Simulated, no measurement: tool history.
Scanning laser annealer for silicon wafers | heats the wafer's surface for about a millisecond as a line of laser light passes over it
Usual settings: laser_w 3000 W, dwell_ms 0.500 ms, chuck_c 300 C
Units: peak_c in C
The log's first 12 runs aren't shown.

Run 13, hour 865.8: usual settings but chuck_c 332 C. Result: peak_c 1132 C.
Run 14, hour 941.0: usual settings but laser_w 3239 W. Result: peak_c 1161 C.
Run 15, hour 989.1: usual settings but laser_w 3239 W, chuck_c 260 C. Result: peak_c 1122 C.
Run 16, hour 1038.0: usual settings. Result: peak_c 1099 C.
Run 17, hour 1134.2: usual settings. Result: peak_c 1098 C.
Run 18, hour 1221.1: usual settings but dwell_ms 0.406 ms, chuck_c 331 C. Result: peak_c 1053 C.
Run 19, hour 1312.8: usual settings but dwell_ms 0.406 ms, chuck_c 331 C. Result: peak_c 1052 C.
Run 20, hour 1392.8: usual settings but dwell_ms 0.489 ms, chuck_c 336 C. Result: peak_c 1124 C.
Run 21, hour 1484.3: usual settings but laser_w 2703 W, chuck_c 323 C. Result: peak_c 1042 C.
Run 22, hour 1576.3: usual settings but laser_w 3013 W, dwell_ms 0.466 ms, chuck_c 267 C. Result: peak_c 1041 C.
At hour 1592.9: window over the wafer cleaned.
Run 23, hour 1663.9: usual settings but laser_w 3264 W, dwell_ms 0.466 ms, chuck_c 296 C. Result: peak_c 1137 C.
Run 24, hour 1707.1: usual settings but laser_w 3189 W, dwell_ms 0.442 ms, chuck_c 269 C. Result: peak_c 1070 C.
Run 25, hour 1782.6: usual settings but laser_w 2957 W, dwell_ms 0.532 ms. Result: peak_c 1111 C.
Run 26, hour 1870.3: usual settings but chuck_c 316 C. Result: peak_c 1113 C.
Run 27, hour 1955.7: usual settings but laser_w 3157 W, chuck_c 316 C. Result: peak_c 1158 C.
Run 28, hour 2027.6: usual settings but laser_w 2702 W, chuck_c 329 C. Result: peak_c 1047 C.
At hour 2116.8: optics aligned, line set to its width.
Run 29, hour 2117.0: usual settings but laser_w 2702 W, chuck_c 329 C. Result: peak_c 1049 C.
Run 30, hour 2192.8: usual settings but laser_w 2702 W, chuck_c 329 C. Result: peak_c 1045 C.
Run 31, hour 2257.6: usual settings but dwell_ms 0.443 ms. Result: peak_c 1048 C.

4 ways to go on from here, each from the tool as it stands after run 31. What would each give?
Run A, hour 2298.6: usual settings but dwell_ms 0.526 ms. Result: peak_c ?.
Run B, hour 2298.6: usual settings but laser_w 2669 W, chuck_c 311 C. Result: peak_c ?.
Run C, hour 2298.6: usual settings but dwell_ms 0.360 ms. Result: peak_c ?.
Run D, hour 2298.6: usual settings but laser_w 2991 W, dwell_ms 0.569 ms, chuck_c 318 C. Result: peak_c ?.

run  peak_c
  A    1120
  B    1024
  C     975
  D    1169
Without the tool's hidden state the same runs would have given:
run  peak_c
  A    1120
  B    1025
  C     976
  D    1170

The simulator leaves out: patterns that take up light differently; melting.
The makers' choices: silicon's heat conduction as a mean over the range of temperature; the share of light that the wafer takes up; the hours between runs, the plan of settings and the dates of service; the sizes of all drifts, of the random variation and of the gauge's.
